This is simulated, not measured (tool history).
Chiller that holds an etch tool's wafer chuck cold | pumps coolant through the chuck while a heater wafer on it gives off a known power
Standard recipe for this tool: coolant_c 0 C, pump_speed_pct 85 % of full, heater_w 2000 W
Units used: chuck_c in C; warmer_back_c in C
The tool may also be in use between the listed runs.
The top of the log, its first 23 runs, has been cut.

run,hour,coolant_c,pump_speed_pct,heater_w,chuck_c,warmer_back_c
24,1387.1,0,85,2000,16.9,7.09
25,1439.5,0,85,1565,13.4,5.61
26,1525.4,0,82,2000,17.9,7.48
27,1586.7,0,83,2916,25.9,10.72
28,1625.5,0,86,1232,10.4,4.36
# hour 1656.5: chiller's thermometer calibrated, once more
29,1706.8,0,72,1769,17.8,7.71
30,1789.3,1,79,2070,20.5,8.14
31,1856.5,1,79,1047,10.8,4.11
32,1922.9,5,74,1047,15.4,4.44

Forecast each of these 3 alternatives for the next run:
A,2002.9,-10,73,2000,?,?
B,2002.9,5,74,1694,?,?
C,2002.9,-3,66,2602,?,?

run,chuck_c,warmer_back_c
A,10.4,8.66
B,21.9,7.17
C,25.3,12.65
Take away the tool's hidden state, keep each run's random variation, and the runs would have read:
run,chuck_c,warmer_back_c
A,6.3,7.92
B,18.5,6.56
C,19.7,11.58
